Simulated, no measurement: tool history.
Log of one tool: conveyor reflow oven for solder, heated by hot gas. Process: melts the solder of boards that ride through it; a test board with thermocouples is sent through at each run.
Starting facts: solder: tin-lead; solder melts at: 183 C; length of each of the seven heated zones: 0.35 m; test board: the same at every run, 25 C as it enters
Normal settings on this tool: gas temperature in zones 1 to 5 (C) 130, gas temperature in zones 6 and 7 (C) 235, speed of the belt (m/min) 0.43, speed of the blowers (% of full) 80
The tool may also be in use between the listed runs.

run,hour,gas temperature in zones 1 to 5 (C),gas temperature in zones 6 and 7 (C),speed of the belt (m/min),speed of the blowers (% of full),highest temperature of the board (C),time above the solder's melting point (s)
1,0,130,235,0.43,80,215.9,67.8
2,62,130,235,0.43,80,215.1,67.3
3,104.3,130,235,0.43,80,214.5,66.6
4,164.6,130,235,0.43,72,213,62.5
5,228.8,130,235,0.43,72,212.4,63.6
6,284.1,130,235,0.43,72,212.1,63
7,324.2,130,235,0.43,80,213.6,65.3
8,407.2,130,235,0.43,80,211.6,64.5
9,472.7,130,235,0.43,80,212.5,62.5
# hour 509.4: flux residue cleaned out of gas plates and filters
10,559.2,130,235,0.43,80,214.2,68.4
# hour 611.8: thermocouples of zones 6 and 7 changed
11,619,130,243,0.43,80,222.4,74.9
12,653.8,130,243,0.43,80,222.4,75.1
13,697.5,130,247,0.424,80,225.3,78
# hour 706: belt drive overhauled, speed set with a stopwatch
14,772.9,143,247,0.364,76,232.4,104.8
15,810,120,240,0.479,70,210,50.4
16,849.1,130,242,0.413,50,213.7,69.6
17,916,130,242,0.403,61,218.9,75.6
18,981.4,116,240,0.478,74,209.2,48.6
19,1044.2,120,241,0.373,80,221,83.5
# hour 1058.4: belt drive overhauled, speed set with a stopwatch, once more
# hour 1063.4: flux residue cleaned out of gas plates and filters
20,1090.6,120,241,0.373,80,223.3,83.6
21,1129.4,130,241,0.446,80,219.1,68.6

What if the next run were any one of these 4? Each begins from the tool's condition after run 21:
A,1206.8,144,225,0.446,61,?,?
B,1206.8,132,235,0.43,80,?,?
C,1206.8,130,228,0.369,80,?,?
D,1206.8,123,241,0.446,58,?,?

run,highest temperature of the board (C),time above the solder's melting point (s)
A,204.4,55.9
B,215.2,67.3
C,213.6,78.1
D,210.6,56
Stripped of hidden state, with their random variation kept, the same runs would have yielded:
run,highest temperature of the board (C),time above the solder's melting point (s)
A,205.6,58
B,216.7,69
C,214.8,80
D,212.1,57.9

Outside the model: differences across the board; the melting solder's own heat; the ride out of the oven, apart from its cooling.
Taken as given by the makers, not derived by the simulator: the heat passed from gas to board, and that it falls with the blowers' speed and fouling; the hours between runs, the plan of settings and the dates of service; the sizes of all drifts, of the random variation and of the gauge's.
